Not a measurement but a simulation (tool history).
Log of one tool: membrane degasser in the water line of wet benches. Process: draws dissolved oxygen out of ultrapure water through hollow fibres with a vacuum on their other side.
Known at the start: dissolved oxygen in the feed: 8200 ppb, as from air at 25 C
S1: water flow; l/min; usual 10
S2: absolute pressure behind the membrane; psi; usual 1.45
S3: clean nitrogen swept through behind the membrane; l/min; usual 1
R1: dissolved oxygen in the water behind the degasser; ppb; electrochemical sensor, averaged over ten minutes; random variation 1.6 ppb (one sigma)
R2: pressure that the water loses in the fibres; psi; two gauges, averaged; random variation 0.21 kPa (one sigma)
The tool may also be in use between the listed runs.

run     day  S1    S2    S3     R1     R2
  1       0  10  1.45     1    162  7.089
  2     8.8  10  1.45     1  159.1  7.029
  3  17.142  10  1.45     1  163.9  7.027
  4  25.029  10  1.45     1    162  7.056
  5  34.525  10  1.26     1  129.2   7.01
  6  43.758  10  1.26     1  131.8  7.043
  7  50.733  10  1.26     1  132.1  7.042
  8  60.546  10  1.26     1    130  7.076
     64.854  -- vacuum gauge calibrated
  9  70.892  10  0.88     1   70.2  7.033
 10  77.104  10  0.88     1   71.4  6.978
 11   82.85  11  1.13   0.6  190.2  7.704
 12  90.125  14  1.13  0.54  262.5  9.781

The next listed run, before its measurement:
 13  103.612   7  1.17   1   ?   ?

Run 13 gave R1 83.3 ppb, R2 4.896 psi.
Without the tool's hidden state the same run would have given R1 83.2 ppb, R2 4.946 psi.
